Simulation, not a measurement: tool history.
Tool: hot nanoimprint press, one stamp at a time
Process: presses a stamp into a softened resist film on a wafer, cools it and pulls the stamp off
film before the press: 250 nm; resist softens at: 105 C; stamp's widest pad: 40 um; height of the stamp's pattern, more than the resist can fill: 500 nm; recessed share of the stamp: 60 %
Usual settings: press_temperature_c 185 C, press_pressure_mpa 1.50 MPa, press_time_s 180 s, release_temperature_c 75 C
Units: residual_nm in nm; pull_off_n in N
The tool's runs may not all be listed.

| run | day | press_temperature_c | press_pressure_mpa | press_time_s | release_temperature_c | residual_nm | pull_off_n |
|---|---|---|---|---|---|---|---|
| 1 | 0.000 | 185 | 1.50 | 180 | 75 | 137.6 | 136 |
| 2 | 0.288 | 185 | 1.50 | 180 | 75 | 139.1 | 138 |
| 3 | 0.783 | 185 | 1.50 | 180 | 75 | 137.0 | 141 |
|  | 0.933 | plate thermocouple calibrated |
| 4 | 1.254 | 176 | 1.50 | 180 | 75 | 181.0 | 138 |
| 5 | 1.508 | 176 | 1.50 | 180 | 75 | 183.6 | 146 |
| 6 | 1.779 | 181 | 1.59 | 303 | 75 | 132.4 | 145 |
|  | 2.129 | plate thermocouple calibrated, once more |
| 7 | 2.338 | 193 | 1.50 | 326 | 75 | 83.5 | 140 |
| 8 | 2.829 | 193 | 1.61 | 166 | 75 | 102.5 | 145 |
| 9 | 3.058 | 193 | 1.61 | 166 | 77 | 102.4 | 136 |
| 10 | 3.521 | 193 | 1.61 | 166 | 77 | 103.4 | 136 |

Measured less the same run without the tool's hidden state. The same run-to-run variation is in both; the gauge's scatter may not be:
The hidden state here: true temperature over the reading, C; pressure that arrives at the usual setting, %; grip of the stamp's worn release coat, % over a new coat's; drift of the gauge itself on residual_nm, %; drift of the gauge itself on pull_off_n, %.
| run | residual_nm | pull_off_n |
|---|---|---|
| 1 | +3.4 | +16 |
| 2 | +3.5 | +17 |
| 3 | +3.6 | +19 |
| 4 | +6.4 | +20 |
| 5 | +6.5 | +22 |
| 6 | +6.4 | +23 |
| 7 | +0.1 | +20 |
| 8 | +0.2 | +22 |
| 9 | +0.2 | +21 |
| 10 | +0.3 | +22 |

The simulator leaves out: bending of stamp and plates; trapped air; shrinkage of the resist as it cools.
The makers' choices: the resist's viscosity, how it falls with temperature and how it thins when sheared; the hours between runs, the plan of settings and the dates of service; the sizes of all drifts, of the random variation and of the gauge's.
